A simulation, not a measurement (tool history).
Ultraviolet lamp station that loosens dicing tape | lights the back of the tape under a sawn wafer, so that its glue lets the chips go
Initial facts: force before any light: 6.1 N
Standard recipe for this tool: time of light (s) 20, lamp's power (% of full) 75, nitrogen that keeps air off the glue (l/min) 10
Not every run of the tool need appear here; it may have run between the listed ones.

run	hour	time of light (s)	lamp's power (% of full)	nitrogen that keeps air off the glue (l/min)	force that peels the tape off (N)	light that reached the tape (mJ/cm²)
1	0.0	20	75	10	0.709	342
2	15.1	20	75	20	0.349	379
3	44.1	20	75	20	0.361	379
4	61.0	13	75	10	1.366	243
5	77.6	13	93	10	0.949	300
6	101.3	20	75	10	0.599	371
7	115.6	33	75	10	0.173	616
8	141.5	20	74	10	0.659	364
9	161.1	20	75	10	0.615	370
10	184.1	20	75	10	0.625	369
11	205.9	20	78	10	0.593	387
12	236.0	20	78	10	0.582	377
13	262.5	20	71	10	0.804	338
14	281.9	20	75	10	0.660	354
15	308.9	20	76	10	0.656	361
16	339.5	27	75	10	0.355	482
17	355.8	27	75	10	0.343	477
18	376.9	27	75	10	0.351	474
19	389.8	27	75	10	0.354	472
20	411.4	20	75	10	0.720	344
21	426.4	20	75	10	0.710	349
22	442.4	19	80	10	0.727	354
23	471.2	19	80	10	0.747	345
24	484.7	20	93	10	0.458	424
25	498.2	20	93	10	0.467	420
26	515.6	20	93	10	0.481	420
27	544.3	12	63	16	1.784	167
28	567.3	37	75	9	0.189	618
29	596.9	36	75	7	0.268	602
30	620.9	36	75	7	0.248	602
31	636.4	33	70	4	0.673	507
32	651.6	14	93	4	1.691	285
33	670.0	12	74	19	1.349	193
34	697.8	21	66	5	1.386	298
35	722.4	21	66	5	1.417	301
36	742.1	21	66	5	1.458	295
37	764.9	30	84	5	0.485	540
38	779.8	16	80	4	1.823	272
39	798.1	25	87	5	0.674	465
40	811.0	18	62	10	1.433	232
41	837.7	20	96	6	0.763	401
42	854.9	20	96	6	0.800	400

Withheld: 1 entry from between the runs. Position of each, and hidden state at the listed run before versus the listed run after:
From run 1 to run 2: window cleaned of glue's vapour (hour 14.3)
  lamp's light, % of a new lamp's: 91.3 -> 91.1; light that the window lets through, % of a clean one's: 90 -> 99.6
  measured minus no-state result, force that peels the tape off (N): +0.248 -> +0.077; light that reached the tape (mJ/cm²): -75 -> -38
